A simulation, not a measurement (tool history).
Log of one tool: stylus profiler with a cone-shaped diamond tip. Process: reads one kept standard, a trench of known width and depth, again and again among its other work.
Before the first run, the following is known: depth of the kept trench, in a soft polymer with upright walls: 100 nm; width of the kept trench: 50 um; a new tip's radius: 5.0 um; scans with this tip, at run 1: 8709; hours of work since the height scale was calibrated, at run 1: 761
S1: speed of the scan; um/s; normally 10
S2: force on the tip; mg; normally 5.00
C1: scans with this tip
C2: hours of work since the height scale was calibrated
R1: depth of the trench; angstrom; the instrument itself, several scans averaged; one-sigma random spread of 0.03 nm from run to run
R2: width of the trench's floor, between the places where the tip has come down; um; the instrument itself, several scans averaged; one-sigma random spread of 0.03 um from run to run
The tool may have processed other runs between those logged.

run 1 hour=0.0 | S1=10 S2=5.00 | C1=8709 C2=761 | R1=1026.3 R2=47.86
run 2 hour=37.4 | S1=10 S2=5.00 | C1=8899 C2=778 | R1=1027.1 R2=47.79
run 3 hour=75.7 | S1=10 S2=11.84 | C1=9094 C2=795 | R1=1046.8 R2=47.86
run 4 hour=107.2 | S1=10 S2=11.84 | C1=9253 C2=809 | R1=1046.3 R2=47.82
run 5 hour=171.7 | S1=10 S2=11.84 | C1=9581 C2=837 | R1=1046.8 R2=47.85
run 6 hour=220.6 | S1=10 S2=5.00 | C1=9830 C2=859 | R1=1027.3 R2=47.87
run 7 hour=266.4 | S1=10 S2=5.00 | C1=10062 C2=879 | R1=1027.4 R2=47.80
run 8 hour=323.4 | S1=10 S2=5.00 | C1=10352 C2=905 | R1=1027.5 R2=47.81
run 9 hour=378.5 | S1=10 S2=5.00 | C1=10631 C2=929 | R1=1027.1 R2=47.81
run 10 hour=424.5 | S1=10 S2=5.00 | C1=10865 C2=949 | R1=1027.3 R2=47.82
run 11 hour=493.5 | S1=10 S2=5.00 | C1=11216 C2=980 | R1=1027.4 R2=47.78
-- hour=499.8 height scale calibrated on a step standard
run 12 hour=568.4 | S1=10 S2=5.00 | C1=11594 C2=30 | R1=1028.4 R2=47.76
run 13 hour=619.2 | S1=33 S2=3.39 | C1=11852 C2=53 | R1=1022.6 R2=47.66
run 14 hour=693.4 | S1=33 S2=3.39 | C1=12228 C2=86 | R1=1022.4 R2=47.67
run 15 hour=737.3 | S1=29 S2=10.92 | C1=12452 C2=105 | R1=1045.7 R2=47.74
run 16 hour=791.1 | S1=11 S2=8.98 | C1=12725 C2=129 | R1=1040.9 R2=47.73
run 17 hour=868.0 | S1=29 S2=8.98 | C1=13115 C2=163 | R1=1040.7 R2=47.67
-- hour=878.4 height scale calibrated on a step standard, once more
run 18 hour=910.0 | S1=29 S2=11.01 | C1=13326 C2=14 | R1=1042.2 R2=47.77
run 19 hour=951.3 | S1=29 S2=11.01 | C1=13536 C2=32 | R1=1042.7 R2=47.74
run 20 hour=988.4 | S1=3 S2=5.39 | C1=13724 C2=49 | R1=1026.7 R2=47.75
run 21 hour=1032.8 | S1=15 S2=1.92 | C1=13950 C2=69 | R1=1013.5 R2=47.73
run 22 hour=1067.8 | S1=10 S2=1.96 | C1=14128 C2=84 | R1=1014.1 R2=47.68
run 23 hour=1131.1 | S1=10 S2=1.96 | C1=14449 C2=112 | R1=1013.2 R2=47.68
run 24 hour=1166.8 | S1=21 S2=5.90 | C1=14631 C2=128 | R1=1029.1 R2=47.73

Consider 5 possible next runs. They are alternatives, not a sequence: every one starts from the tool as it was left by run 24. What does each give?
run A hour=1228.0 | S1=7 S2=3.46 | C1=14942 C2=155 | R1=? R2=?
run B hour=1228.0 | S1=21 S2=8.87 | C1=14942 C2=155 | R1=? R2=?
run C hour=1228.0 | S1=9 S2=5.90 | C1=14942 C2=155 | R1=? R2=?
run D hour=1228.0 | S1=6 S2=14.46 | C1=14942 C2=155 | R1=? R2=?
run E hour=1228.0 | S1=10 S2=8.17 | C1=14942 C2=155 | R1=? R2=?

run=A R1=1020.2 R2=47.71
run=B R1=1037.5 R2=47.67
run=C R1=1028.5 R2=47.70
run=D R1=1051.2 R2=47.71
run=E R1=1035.6 R2=47.70
Had the tool no hidden state, the same runs would have come out as:
run=A R1=1019.7 R2=47.98
run=B R1=1037.0 R2=47.94
run=C R1=1027.9 R2=47.97
run=D R1=1050.7 R2=47.98
run=E R1=1035.1 R2=47.97
